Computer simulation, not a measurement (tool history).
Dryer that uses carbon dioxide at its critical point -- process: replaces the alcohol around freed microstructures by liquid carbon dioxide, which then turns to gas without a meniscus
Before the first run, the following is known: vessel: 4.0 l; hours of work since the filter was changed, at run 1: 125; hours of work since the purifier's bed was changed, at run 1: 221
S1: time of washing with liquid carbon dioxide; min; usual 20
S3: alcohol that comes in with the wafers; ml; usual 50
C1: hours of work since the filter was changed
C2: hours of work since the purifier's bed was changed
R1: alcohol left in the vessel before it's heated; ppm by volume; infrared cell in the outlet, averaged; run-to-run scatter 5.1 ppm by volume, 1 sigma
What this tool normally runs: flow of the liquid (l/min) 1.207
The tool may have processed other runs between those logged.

Run 1, hour 0: usual settings; C1 125; C2 221. Result: R1 135 ppm by volume.
Run 2, hour 26.2: usual settings; C1 140; C2 237. Result: R1 140 ppm by volume.
Run 3, hour 42.5: usual settings; C1 150; C2 246. Result: R1 135 ppm by volume.
Run 4, hour 59.8: usual settings; C1 160; C2 256. Result: R1 141 ppm by volume.
Run 5, hour 78.5: usual settings but flow of the liquid (l/min) 1.99; C1 171; C2 267. Result: R1 36 ppm by volume.
Run 6, hour 96.6: usual settings but flow of the liquid (l/min) 1.99; C1 182; C2 278. Result: R1 36 ppm by volume.
Run 7, hour 118.6: usual settings but flow of the liquid (l/min) 1.99; C1 195; C2 291. Result: R1 33 ppm by volume.
Run 8, hour 139.8: usual settings but flow of the liquid (l/min) 1.33; C1 207; C2 303. Result: R1 113 ppm by volume.
Run 9, hour 164.9: usual settings; C1 222; C2 318. Result: R1 169 ppm by volume.
Run 10, hour 180.6: usual settings but S1 17 min; C1 231; C2 327. Result: R1 305 ppm by volume.
Run 11, hour 194.1: usual settings but flow of the liquid (l/min) 1.43; C1 239; C2 335. Result: R1 90 ppm by volume.
Run 12, hour 207.3: usual settings but flow of the liquid (l/min) 1.43; C1 247; C2 343. Result: R1 89 ppm by volume.
Run 13, hour 219: usual settings but S1 27 min, flow of the liquid (l/min) 1.44, S3 70 ml; C1 254; C2 350. Result: R1 51 ppm by volume.
Run 14, hour 237.9: usual settings but S1 31 min, flow of the liquid (l/min) 1.92; C1 265; C2 361. Result: R1 39 ppm by volume.
Run 15, hour 254.4: usual settings but S1 12 min, flow of the liquid (l/min) 1.11, S3 23 ml; C1 274; C2 371. Result: R1 513 ppm by volume.
Run 16, hour 277: usual settings but S1 24 min, flow of the liquid (l/min) 1.11, S3 76 ml; C1 288; C2 384. Result: R1 190 ppm by volume.
Run 17, hour 302.3: usual settings but S1 31 min, flow of the liquid (l/min) 1.11, S3 76 ml; C1 303; C2 399. Result: R1 77 ppm by volume.
Run 18, hour 327.9: usual settings but S1 31 min, flow of the liquid (l/min) 1.11, S3 76 ml; C1 318; C2 414. Result: R1 86 ppm by volume.
Run 19, hour 338.6: usual settings but S1 23 min, flow of the liquid (l/min) 2.02, S3 43 ml; C1 324; C2 420. Result: R1 44 ppm by volume.
At hour 342.8: inlet filter changed.
Run 20, hour 356.1: usual settings but S1 29 min, flow of the liquid (l/min) 1.16, S3 114 ml; C1 8; C2 430. Result: R1 60 ppm by volume.
Run 21, hour 382.4: usual settings but S1 23 min, flow of the liquid (l/min) 0.98; C1 23; C2 445. Result: R1 148 ppm by volume.
Run 22, hour 403.2: usual settings but S1 30 min, flow of the liquid (l/min) 1.92, S3 26 ml; C1 35; C2 458. Result: R1 45 ppm by volume.

Each row is a separate what-if for the run after 22, all from the same tool condition, not one after another. Results?
Run A, hour 414.8: usual settings but S1 16 min, flow of the liquid (l/min) 1.81; C1 42; C2 464. Result: R1 ?.
Run B, hour 414.8: usual settings but S1 17 min, flow of the liquid (l/min) 1.15, S3 26 ml; C1 42; C2 464. Result: R1 ?.
Run C, hour 414.8: usual settings but S1 30 min, flow of the liquid (l/min) 1.06, S3 26 ml; C1 42; C2 464. Result: R1 ?.
Run D, hour 414.8: usual settings but S1 25 min, flow of the liquid (l/min) 0.9; C1 42; C2 464. Result: R1 ?.

run   R1
  A   76
  B  168
  C   54
  D  173
Without the tool's unlogged condition, the same runs would have read:
run   R1
  A   28
  B  114
  C    9
  D  118
